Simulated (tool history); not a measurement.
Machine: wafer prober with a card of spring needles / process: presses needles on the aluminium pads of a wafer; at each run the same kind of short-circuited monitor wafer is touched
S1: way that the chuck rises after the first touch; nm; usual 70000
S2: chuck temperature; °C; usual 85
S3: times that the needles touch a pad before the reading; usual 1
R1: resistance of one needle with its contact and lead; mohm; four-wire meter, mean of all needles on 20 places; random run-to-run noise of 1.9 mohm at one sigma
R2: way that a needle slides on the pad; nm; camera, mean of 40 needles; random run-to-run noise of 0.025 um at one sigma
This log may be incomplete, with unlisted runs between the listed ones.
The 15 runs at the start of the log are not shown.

run   hour     S1  S2  S3   R1     R2
      86.4  -- tips cleaned on abrasive film
        89  -- height of the first contact set anew, once more
 16   89.1  70000  59   1  226  11550
      95.1  -- tips cleaned on abrasive film
 17   97.7  70000  85   3  208  11530
 18  102.5  53000  85   1  308   8710
     103.4  -- tips cleaned on abrasive film
 19    107  68000  43   1  236  11160
     111.7  -- tips cleaned on abrasive film
 20  114.1  68000  43   1  230  11160
 21  119.4  88000  34   1  241  14400
     119.9  -- tips cleaned on abrasive film
 22  123.2  85000  67   1  228  13920
       128  -- tips cleaned on abrasive film
 23  131.8  50000  67   1  276   8190
       136  -- tips cleaned on abrasive film
 24  137.6  70000  85   1  224  11420
 25  142.9  55000  85   1  305   8990
     144.2  -- tips cleaned on abrasive film
 26  150.9  85000  74   1  248  13880
     152.3  -- tips cleaned on abrasive film
 27    156  56000  74   2  242   9110
     160.7  -- tips cleaned on abrasive film
 28  162.6  86000  53   2  205  14040
 29  168.3  86000  53   2  229  14050
       169  -- tips cleaned on abrasive film
 30  173.8  83000  97   2  228  13490
     177.5  -- tips cleaned on abrasive film
 31  178.9  70000  85   3  206  11330
 32  183.6  70000  37   2  232  11370
     185.7  -- tips cleaned on abrasive film
 33    192  62000  85   1  283  10000

4 ways to go on from here, each from the tool as it stands after run 33. What would each give?
     193.7  -- tips cleaned on abrasive film
  A   200  62000  48   1   ?   ?
     193.7  -- tips cleaned on abrasive film
  B   200  51000  53   2   ?   ?
     193.7  -- tips cleaned on abrasive film
  C   200  73000  62   2   ?   ?
     193.7  -- tips cleaned on abrasive film
  D   200  60000  85   1   ?   ?

run   R1     R2
  A  273  10030
  B  265   8220
  C  228  11830
  D  286   9670
Without the tool's hidden state the same runs would have given:
run   R1     R2
  A  190  10220
  B  196   8410
  C  190  12020
  D  202   9860
